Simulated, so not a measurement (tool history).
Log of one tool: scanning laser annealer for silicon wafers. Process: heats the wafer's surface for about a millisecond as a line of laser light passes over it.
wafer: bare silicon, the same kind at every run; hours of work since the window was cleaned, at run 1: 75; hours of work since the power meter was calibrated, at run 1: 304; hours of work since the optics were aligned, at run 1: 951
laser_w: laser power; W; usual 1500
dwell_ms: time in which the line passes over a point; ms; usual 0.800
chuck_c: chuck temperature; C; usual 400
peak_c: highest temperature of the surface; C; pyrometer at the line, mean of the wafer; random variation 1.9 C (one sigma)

run   hour  laser_w  dwell_ms  chuck_c  hours of work since the window was cleaned  hours of work since the power meter was calibrated  hours of work since the optics were aligned  peak_c
  1    0.0     1500     0.800      400                                          75                                                 304                                          951    1223
  2    6.5     1597     0.800      400                                          80                                                 309                                          956    1277
  3   11.9     1500     0.564      400                                          84                                                 313                                          960    1089
  4   19.9     1500     0.800      400                                          90                                                 319                                          966    1221
  5   30.5     1500     0.800      400                                          98                                                 327                                          974    1224
  6   35.4     1500     0.800      400                                         102                                                 331                                          978    1224
  7   45.9     1468     0.800      400                                         110                                                 339                                          986    1204
  8   54.7     1631     0.800      400                                         116                                                 346                                          992    1288
  9   64.9     1631     0.912      400                                         124                                                 353                                         1000    1352
 10   74.5     1551     0.800      400                                         131                                                 361                                         1008    1247
      80.0  -- optics aligned, line set to its width
 11   88.0     1551     0.800      400                                         138                                                 367                                            6    1241
 12   95.8     1551     0.800      400                                         144                                                 373                                           12    1244
 13  101.2     1500     0.800      400                                         148                                                 377                                           16    1216
 14  106.2     1500     0.800      400                                         152                                                 381                                           20    1219
 15  111.3     1500     0.800      400                                         156                                                 385                                           24    1216
 16  121.6     1500     0.800      400                                         163                                                 393                                           32    1216
 17  126.4     1500     0.800      400                                         167                                                 396                                           35    1216
     139.3  -- optics aligned, line set to its width, once more
 18  141.0     1500     0.800      400                                         174                                                 404                                            1    1220
 19  151.4     1603     0.918      400                                         182                                                 412                                            9    1336
 20  161.5     1297     0.919      390                                         190                                                 419                                           17    1156
 21  169.9     1304     0.655      370                                         196                                                 426                                           23    1018
 22  174.5     1402     0.749      430                                         200                                                 429                                           27    1171
 23  179.2     1617     0.686      365                                         203                                                 433                                           30    1176
 24  184.8     1335     0.873      409                                         208                                                 437                                           35    1174
 25  189.5     1335     0.873      409                                         211                                                 440                                           38    1176
 26  196.1     1290     0.686      400                                         216                                                 446                                           43    1054
 27  201.2     1290     0.686      400                                         220                                                 449                                           47    1051
 28  209.3     1631     0.712      436                                         226                                                 456                                           53    1262
 29  214.5     1377     0.868      366                                         230                                                 459                                           57    1154
 30  222.8     1387     0.586      400                                         236                                                 466                                           63    1043
 31  227.6     1304     0.586      400                                         240                                                 469                                           67    1010
 32  237.4     1443     0.850      400                                         248                                                 477                                           75    1206
 33  243.6     1443     0.850      400                                         252                                                 482                                           79    1208
 34  254.2     1443     0.958      411                                         260                                                 490                                           87    1270
 35  261.9     1443     0.958      424                                         266                                                 495                                           93    1278

Forecast each of these 5 alternatives for the next run:
  A  270.7     1490     0.967      392                                         273                                                 502                                          100       ?
  B  270.7     1314     0.655      408                                         273                                                 502                                          100       ?
  C  270.7     1641     0.655      424                                         273                                                 502                                          100       ?
  D  270.7     1349     0.801      431                                         273                                                 502                                          100       ?
  E  270.7     1409     0.997      400                                         273                                                 502                                          100       ?

run  peak_c
  A    1277
  B    1051
  C    1219
  D    1167
  E    1255
Without the tool's hidden state the same runs would have given:
run  peak_c
  A    1306
  B    1072
  C    1245
  D    1192
  E    1283
